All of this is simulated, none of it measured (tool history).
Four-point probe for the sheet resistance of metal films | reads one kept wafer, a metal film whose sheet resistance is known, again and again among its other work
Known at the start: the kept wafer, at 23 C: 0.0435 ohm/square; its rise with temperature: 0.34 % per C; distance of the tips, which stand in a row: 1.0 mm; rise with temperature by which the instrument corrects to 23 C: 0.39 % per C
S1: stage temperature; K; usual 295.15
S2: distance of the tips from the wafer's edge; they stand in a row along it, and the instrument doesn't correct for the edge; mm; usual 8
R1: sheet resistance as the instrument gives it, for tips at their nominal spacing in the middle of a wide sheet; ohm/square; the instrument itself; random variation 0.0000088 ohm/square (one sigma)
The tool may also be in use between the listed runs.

{"run": 1, "hour": 0.0, "S1": 295.15, "S2": 8, "R1": 0.044158}
{"run": 2, "hour": 104.0, "S1": 295.15, "S2": 8, "R1": 0.04417}
{"run": 3, "hour": 156.1, "S1": 295.15, "S2": 8, "R1": 0.044203}
{"hour": 178.5, "done": "new probe head fitted"}
{"run": 4, "hour": 210.1, "S1": 295.15, "S2": 8, "R1": 0.043772}
{"run": 5, "hour": 270.8, "S1": 295.15, "S2": 8, "R1": 0.043781}
{"run": 6, "hour": 367.7, "S1": 295.15, "S2": 8, "R1": 0.043801}
{"run": 7, "hour": 462.5, "S1": 295.15, "S2": 8, "R1": 0.043823}
{"run": 8, "hour": 508.0, "S1": 304.15, "S2": 8, "R1": 0.043627}
{"run": 9, "hour": 582.0, "S1": 304.15, "S2": 8, "R1": 0.043651}
{"run": 10, "hour": 681.3, "S1": 304.15, "S2": 8, "R1": 0.043653}
{"run": 11, "hour": 784.8, "S1": 302.15, "S2": 8, "R1": 0.043717}
{"run": 12, "hour": 866.4, "S1": 302.15, "S2": 8, "R1": 0.043719}
{"run": 13, "hour": 926.3, "S1": 302.15, "S2": 8, "R1": 0.043735}
{"run": 14, "hour": 979.7, "S1": 302.15, "S2": 8, "R1": 0.043752}
{"hour": 988.7, "done": "stage's thermometer calibrated"}
{"run": 15, "hour": 1056.2, "S1": 302.15, "S2": 8, "R1": 0.043764}
{"run": 16, "hour": 1160.2, "S1": 302.15, "S2": 8, "R1": 0.043791}
{"run": 17, "hour": 1243.6, "S1": 295.15, "S2": 25, "R1": 0.043617}
{"run": 18, "hour": 1303.1, "S1": 295.15, "S2": 25, "R1": 0.043641}
{"run": 19, "hour": 1383.6, "S1": 295.15, "S2": 25, "R1": 0.043664}
{"run": 20, "hour": 1474.7, "S1": 295.15, "S2": 25, "R1": 0.043672}
{"hour": 1497.0, "done": "stage's thermometer calibrated, once more"}
{"run": 21, "hour": 1530.5, "S1": 298.15, "S2": 8, "R1": 0.043926}
{"run": 22, "hour": 1574.0, "S1": 300.15, "S2": 8, "R1": 0.043868}
{"run": 23, "hour": 1641.7, "S1": 306.15, "S2": 9, "R1": 0.043696}
{"run": 24, "hour": 1709.0, "S1": 306.15, "S2": 52, "R1": 0.04342}
{"run": 25, "hour": 1785.4, "S1": 305.15, "S2": 29, "R1": 0.043484}
{"run": 26, "hour": 1875.9, "S1": 294.15, "S2": 10, "R1": 0.043917}
{"run": 27, "hour": 1945.0, "S1": 294.15, "S2": 10, "R1": 0.043941}
{"run": 28, "hour": 2038.2, "S1": 294.15, "S2": 10, "R1": 0.043986}
{"hour": 2053.6, "done": "new probe head fitted"}
{"run": 29, "hour": 2091.4, "S1": 305.15, "S2": 8, "R1": 0.043585}
{"run": 30, "hour": 2186.2, "S1": 305.15, "S2": 8, "R1": 0.04361}
{"run": 31, "hour": 2271.3, "S1": 295.15, "S2": 18, "R1": 0.043546}
{"run": 32, "hour": 2370.1, "S1": 295.15, "S2": 18, "R1": 0.043557}
{"run": 33, "hour": 2456.1, "S1": 295.15, "S2": 18, "R1": 0.043562}
{"run": 34, "hour": 2536.6, "S1": 295.15, "S2": 18, "R1": 0.043595}
{"run": 35, "hour": 2638.0, "S1": 295.15, "S2": 18, "R1": 0.043619}
{"run": 36, "hour": 2680.9, "S1": 307.15, "S2": 22, "R1": 0.043351}
{"run": 37, "hour": 2754.8, "S1": 295.15, "S2": 26, "R1": 0.043597}
{"run": 38, "hour": 2844.8, "S1": 295.15, "S2": 44, "R1": 0.04358}
{"run": 39, "hour": 2939.7, "S1": 302.15, "S2": 4, "R1": 0.044857}
{"run": 40, "hour": 3043.5, "S1": 302.15, "S2": 4, "R1": 0.044878}
{"run": 41, "hour": 3113.6, "S1": 302.15, "S2": 6, "R1": 0.04411}
{"run": 42, "hour": 3184.0, "S1": 301.15, "S2": 8, "R1": 0.043879}
{"run": 43, "hour": 3231.9, "S1": 301.15, "S2": 8, "R1": 0.043884}
{"run": 44, "hour": 3333.2, "S1": 297.15, "S2": 33, "R1": 0.043628}

Forecast each of these 5 alternatives for the next run:
{"run": "A", "hour": 3432.2, "S1": 305.15, "S2": 10, "R1": "?"}
{"run": "B", "hour": 3432.2, "S1": 292.15, "S2": 57, "R1": "?"}
{"run": "C", "hour": 3432.2, "S1": 295.15, "S2": 6, "R1": "?"}
{"run": "D", "hour": 3432.2, "S1": 297.15, "S2": 17, "R1": "?"}
{"run": "E", "hour": 3432.2, "S1": 301.15, "S2": 8, "R1": "?"}

run=A R1=0.043689
run=B R1=0.043751
run=C R1=0.044329
run=D R1=0.043706
run=E R1=0.043924
Without the tool's hidden state the same runs would have given:
run=A R1=0.043533
run=B R1=0.043594
run=C R1=0.044171
run=D R1=0.04355
run=E R1=0.043767
